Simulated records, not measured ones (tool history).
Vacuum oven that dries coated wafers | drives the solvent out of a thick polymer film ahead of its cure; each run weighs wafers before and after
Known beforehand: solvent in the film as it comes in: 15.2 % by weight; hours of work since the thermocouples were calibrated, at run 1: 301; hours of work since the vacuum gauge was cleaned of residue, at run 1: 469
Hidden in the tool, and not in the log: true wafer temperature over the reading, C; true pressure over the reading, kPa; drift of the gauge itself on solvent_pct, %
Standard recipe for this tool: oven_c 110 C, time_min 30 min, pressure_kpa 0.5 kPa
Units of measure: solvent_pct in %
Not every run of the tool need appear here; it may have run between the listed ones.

run	day	oven_c	time_min	pressure_kpa	hours of work since the thermocouples were calibrated	hours of work since the vacuum gauge was cleaned of residue	solvent_pct
1	0	110	30	0.5	301	469	1.33
2	1.688	110	30	0.5	323	491	1.29
3	4.167	110	30	0.5	355	524	1.35
4	5.533	110	30	0.5	373	541	1.22
5	7.138	110	30	0.5	394	562	1.28
6	9.446	110	30	0.5	424	593	1.31
7	11.546	105	19	0.5	452	620	4.09
8	13.246	104	50	1.579	474	642	1.57
9	14.817	104	50	1.579	495	663	1.55
10	16.946	109	40	1.291	523	691	1.13
11	19.075	109	24	1.682	550	719	2.69
12	20.558	118	19	0.984	570	738	1.33

Each row is a separate what-if for the run after 12, all from the same tool condition, not one after another. Results?
A	22.162	102	37	0.337	591	759	?
B	22.162	118	45	0.519	591	759	?
C	22.162	117	30	0.5	591	759	?
D	22.162	106	24	0.417	591	759	?

run	solvent_pct
A	2.1
B	0.17
C	0.46
D	2.89
With no hidden state in the tool, these same runs would have given:
run	solvent_pct
A	2.09
B	0.17
C	0.45
D	2.87
